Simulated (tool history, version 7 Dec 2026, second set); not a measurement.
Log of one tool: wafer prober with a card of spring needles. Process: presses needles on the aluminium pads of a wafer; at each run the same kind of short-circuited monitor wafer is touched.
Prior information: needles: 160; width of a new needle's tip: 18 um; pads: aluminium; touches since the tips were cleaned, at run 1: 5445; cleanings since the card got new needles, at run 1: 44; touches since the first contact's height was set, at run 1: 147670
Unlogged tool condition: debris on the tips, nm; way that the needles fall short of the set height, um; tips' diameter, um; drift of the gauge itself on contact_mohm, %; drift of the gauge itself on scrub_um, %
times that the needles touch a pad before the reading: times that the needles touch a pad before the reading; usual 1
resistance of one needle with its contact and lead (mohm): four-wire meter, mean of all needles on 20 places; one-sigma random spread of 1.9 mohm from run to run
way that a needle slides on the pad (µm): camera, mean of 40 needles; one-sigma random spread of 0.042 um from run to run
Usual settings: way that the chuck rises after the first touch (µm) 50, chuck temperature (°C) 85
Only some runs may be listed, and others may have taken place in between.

| run | hour | way that the chuck rises after the first touch (µm) | chuck temperature (°C) | times that the needles touch a pad before the reading | touches since the tips were cleaned | cleanings since the card got new needles | touches since the first contact's height was set | resistance of one needle with its contact and lead (mohm) | way that a needle slides on the pad (µm) |
|---|---|---|---|---|---|---|---|---|---|
| 1 | 0.0 | 50 | 85 | 1 | 5445 | 44 | 147670 | 208 | 7.17 |
|  | 7.0 | tips cleaned on abrasive film |
|  | 28.0 | tips cleaned on abrasive film |
| 2 | 42.6 | 50 | 85 | 1 | 5014 | 46 | 162216 | 211 | 7.17 |
|  | 49.5 | tips cleaned on abrasive film |
|  | 71.5 | tips cleaned on abrasive film |
| 3 | 85.6 | 50 | 85 | 1 | 4822 | 48 | 176908 | 213 | 7.13 |
|  | 91.5 | tips cleaned on abrasive film |
|  | 113.6 | tips cleaned on abrasive film |
| 4 | 119.7 | 50 | 111 | 1 | 2079 | 50 | 188535 | 213 | 7.21 |
|  | 137.2 | tips cleaned on abrasive film |
|  | 146.4 | height of the first contact set anew |
| 5 | 150.1 | 50 | 111 | 1 | 4354 | 51 | 1287 | 217 | 7.12 |
|  | 158.3 | tips cleaned on abrasive film |
|  | 178.4 | tips cleaned on abrasive film |
| 6 | 185.7 | 50 | 85 | 1 | 2520 | 53 | 13419 | 212 | 7.15 |
|  | 198.7 | tips cleaned on abrasive film |
| 7 | 216.4 | 50 | 85 | 1 | 6066 | 54 | 23924 | 206 | 7.13 |
|  | 219.7 | tips cleaned on abrasive film |
|  | 241.5 | tips cleaned on abrasive film |
| 8 | 258.3 | 50 | 63 | 1 | 5755 | 56 | 38220 | 202 | 7.06 |
|  | 263.2 | tips cleaned on abrasive film |
|  | 285.0 | tips cleaned on abrasive film |
| 9 | 294.4 | 50 | 63 | 1 | 3219 | 58 | 50541 | 202 | 7.03 |
|  | 307.9 | tips cleaned on abrasive film |
|  | 331.4 | tips cleaned on abrasive film |
| 10 | 336.2 | 50 | 63 | 1 | 1644 | 60 | 64840 | 205 | 7.08 |
|  | 351.4 | tips cleaned on abrasive film |
| 11 | 368.1 | 50 | 63 | 1 | 5731 | 61 | 75733 | 204 | 6.99 |
|  | 373.7 | tips cleaned on abrasive film |
|  | 394.0 | tips cleaned on abrasive film |
| 12 | 406.7 | 50 | 63 | 1 | 4341 | 63 | 88902 | 205 | 7.02 |
|  | 415.1 | tips cleaned on abrasive film |
|  | 435.7 | tips cleaned on abrasive film |
| 13 | 447.3 | 50 | 63 | 1 | 3976 | 65 | 102781 | 203 | 6.98 |
|  | 457.1 | gauge calibrated |
|  | 457.2 | tips cleaned on abrasive film |
|  | 478.5 | tips cleaned on abrasive film |
| 14 | 484.3 | 58 | 117 | 1 | 1998 | 67 | 115416 | 209 | 8.42 |
|  | 501.4 | tips cleaned on abrasive film |
| 15 | 510.7 | 50 | 86 | 2 | 3186 | 68 | 124422 | 207 | 7.19 |
|  | 521.9 | tips cleaned on abrasive film |
|  | 542.8 | tips cleaned on abrasive film |
| 16 | 554.2 | 50 | 86 | 2 | 3936 | 70 | 139304 | 208 | 7.10 |
|  | 562.9 | tips cleaned on abrasive film |
| 17 | 577.7 | 52 | 85 | 2 | 5077 | 71 | 147317 | 207 | 7.39 |

Expected results for the next run?
|  | 583.7 | tips cleaned on abrasive film |
|  | 606.2 | tips cleaned on abrasive film |
| 18 | 606.7 | 67 | 34 | 1 | 174 | 73 | 157202 | ? | ? |

resistance of one needle with its contact and lead (mohm): 194
way that a needle slides on the pad (µm): 9.55
Minus the tool's unlogged condition, the same run would have read resistance of one needle with its contact and lead (mohm) 194, way that a needle slides on the pad (µm) 9.65.
